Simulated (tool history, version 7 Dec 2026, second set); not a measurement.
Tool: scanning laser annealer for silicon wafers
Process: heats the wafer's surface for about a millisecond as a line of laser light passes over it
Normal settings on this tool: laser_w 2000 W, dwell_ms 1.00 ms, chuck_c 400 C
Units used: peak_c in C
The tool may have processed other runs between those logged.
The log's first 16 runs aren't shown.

Run 17, hour 265.2: usual settings but dwell_ms 0.85 ms, chuck_c 375 C. Result: peak_c 1058 C.
Run 18, hour 285.7: usual settings but laser_w 2106 W, dwell_ms 0.74 ms. Result: peak_c 1082 C.
Run 19, hour 305.6: usual settings but laser_w 1879 W, dwell_ms 1.25 ms, chuck_c 401 C. Result: peak_c 1148 C.
Run 20, hour 315.5: usual settings but laser_w 1940 W, dwell_ms 1.25 ms, chuck_c 372 C. Result: peak_c 1149 C.
Run 21, hour 329.7: usual settings but dwell_ms 0.83 ms, chuck_c 378 C. Result: peak_c 1049 C.
Run 22, hour 345.7: usual settings but laser_w 1740 W, dwell_ms 1.06 ms, chuck_c 382 C. Result: peak_c 1013 C.
Run 23, hour 364.1: usual settings but laser_w 2105 W, dwell_ms 0.70 ms, chuck_c 383 C. Result: peak_c 1045 C.
Run 24, hour 386.3: usual settings but laser_w 1730 W, dwell_ms 0.93 ms. Result: peak_c 997 C.
Run 25, hour 399.0: usual settings but laser_w 1746 W, dwell_ms 0.94 ms. Result: peak_c 1004 C.
Run 26, hour 419.9: usual settings but laser_w 1759 W, dwell_ms 1.17 ms. Result: peak_c 1066 C.
Run 27, hour 441.0: usual settings but laser_w 1885 W, chuck_c 381 C. Result: peak_c 1058 C.
Run 28, hour 456.6: usual settings but chuck_c 380 C. Result: peak_c 1106 C.
Run 29, hour 477.6: usual settings but laser_w 1930 W, dwell_ms 0.77 ms, chuck_c 369 C. Result: peak_c 988 C.
Run 30, hour 496.8: usual settings but laser_w 1930 W, dwell_ms 0.77 ms, chuck_c 369 C. Result: peak_c 990 C.
Run 31, hour 511.9: usual settings but laser_w 1822 W, dwell_ms 0.77 ms, chuck_c 372 C. Result: peak_c 949 C.
Run 32, hour 530.8: usual settings but laser_w 1822 W, dwell_ms 0.77 ms, chuck_c 372 C. Result: peak_c 951 C.
Run 33, hour 545.4: usual settings but laser_w 1822 W, dwell_ms 0.77 ms, chuck_c 372 C. Result: peak_c 947 C.

Here are 4 independent what-if runs from the current tool condition. What would each one return?
Run A, hour 557.0: usual settings but laser_w 1836 W, chuck_c 367 C. Result: peak_c ?.
Run B, hour 557.0: usual settings but laser_w 1822 W, dwell_ms 1.14 ms, chuck_c 431 C. Result: peak_c ?.
Run C, hour 557.0: usual settings but laser_w 2115 W, dwell_ms 0.77 ms, chuck_c 372 C. Result: peak_c ?.
Run D, hour 557.0: usual settings but chuck_c 416 C. Result: peak_c ?.

run  peak_c
  A    1023
  B    1116
  C    1062
  D    1138
Without the tool's hidden state the same runs would have given:
run  peak_c
  A    1049
  B    1144
  C    1090
  D    1167

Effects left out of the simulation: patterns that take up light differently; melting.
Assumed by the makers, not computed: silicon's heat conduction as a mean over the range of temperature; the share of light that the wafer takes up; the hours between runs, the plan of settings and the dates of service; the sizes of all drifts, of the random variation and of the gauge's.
